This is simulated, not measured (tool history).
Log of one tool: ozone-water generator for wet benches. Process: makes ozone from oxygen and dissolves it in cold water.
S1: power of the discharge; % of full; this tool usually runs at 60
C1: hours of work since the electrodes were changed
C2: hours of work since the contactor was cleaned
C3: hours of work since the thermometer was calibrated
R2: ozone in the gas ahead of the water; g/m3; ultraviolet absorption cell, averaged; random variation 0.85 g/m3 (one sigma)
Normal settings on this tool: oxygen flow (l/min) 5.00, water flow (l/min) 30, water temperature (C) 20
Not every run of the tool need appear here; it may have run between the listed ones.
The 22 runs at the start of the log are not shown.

Run 23, hour 897.0: usual settings but oxygen flow (l/min) 7.22, water temperature (C) 14; C1 2420; C2 1523; C3 4307. Result: dissolved ozone (ppm) 12.7, R2 104.1 g/m3.
Run 24, hour 940.3: usual settings but S1 87 % of full, water temperature (C) 19; C1 2456; C2 1559; C3 4343. Result: dissolved ozone (ppm) 15.4, R2 168.5 g/m3.
Run 25, hour 987.5: usual settings but S1 76 % of full, oxygen flow (l/min) 4.44, water temperature (C) 18; C1 2496; C2 1598; C3 4382. Result: dissolved ozone (ppm) 13.6, R2 160.2 g/m3.
Run 26, hour 1021.6: usual settings but water temperature (C) 17; C1 2524; C2 1626; C3 4410. Result: dissolved ozone (ppm) 11.5, R2 123.0 g/m3.
Run 27, hour 1062.0: usual settings but water temperature (C) 17; C1 2557; C2 1660; C3 4444. Result: dissolved ozone (ppm) 11.9, R2 124.0 g/m3.
Run 28, hour 1119.5: usual settings but S1 46 % of full, water flow (l/min) 36; C1 2605; C2 1708; C3 4492. Result: dissolved ozone (ppm) 7.6, R2 101.0 g/m3.
Run 29, hour 1154.5: usual settings but water flow (l/min) 24, water temperature (C) 22; C1 2634; C2 1737; C3 4521. Result: dissolved ozone (ppm) 13.0, R2 123.6 g/m3.
Run 30, hour 1204.1: usual settings but water flow (l/min) 24, water temperature (C) 22; C1 2675; C2 1778; C3 4562. Result: dissolved ozone (ppm) 13.0, R2 123.5 g/m3.
Run 31, hour 1232.6: usual settings but S1 90 % of full, oxygen flow (l/min) 4.36, water flow (l/min) 38, water temperature (C) 15; C1 2699; C2 1802; C3 4586. Result: dissolved ozone (ppm) 12.8, R2 183.8 g/m3.
Run 32, hour 1271.0: usual settings but S1 77 % of full, oxygen flow (l/min) 5.74, water flow (l/min) 38, water temperature (C) 15; C1 2731; C2 1834; C3 4617. Result: dissolved ozone (ppm) 11.9, R2 140.9 g/m3.
Run 33, hour 1310.4: usual settings but S1 69 % of full, oxygen flow (l/min) 8.72, water flow (l/min) 43; C1 2764; C2 1866; C3 4650. Result: dissolved ozone (ppm) 9.8, R2 106.1 g/m3.

Consider 3 possible next runs. They are alternatives, not a sequence: every one starts from the tool as it was left by run 33. What does each give?
Run A, hour 1344.2: usual settings but S1 55 % of full, oxygen flow (l/min) 5.93, water temperature (C) 17; C1 2792; C2 1894; C3 4678. Result: dissolved ozone (ppm) ?, R2 ?.
Run B, hour 1344.2: usual settings but oxygen flow (l/min) 3.10; C1 2792; C2 1894; C3 4678. Result: dissolved ozone (ppm) ?, R2 ?.
Run C, hour 1344.2: usual settings but S1 69 % of full, oxygen flow (l/min) 3.84, water flow (l/min) 43; C1 2792; C2 1894; C3 4678. Result: dissolved ozone (ppm) ?, R2 ?.

run  dissolved ozone (ppm)     R2
  A                   10.9  105.0
  B                   10.4  154.9
  C                    8.2  156.2
Take away the tool's hidden state, keep each run's random variation, and the runs would have read:
run  dissolved ozone (ppm)     R2
  A                   12.4  116.3
  B                   11.8  173.2
  C                    9.6  177.4
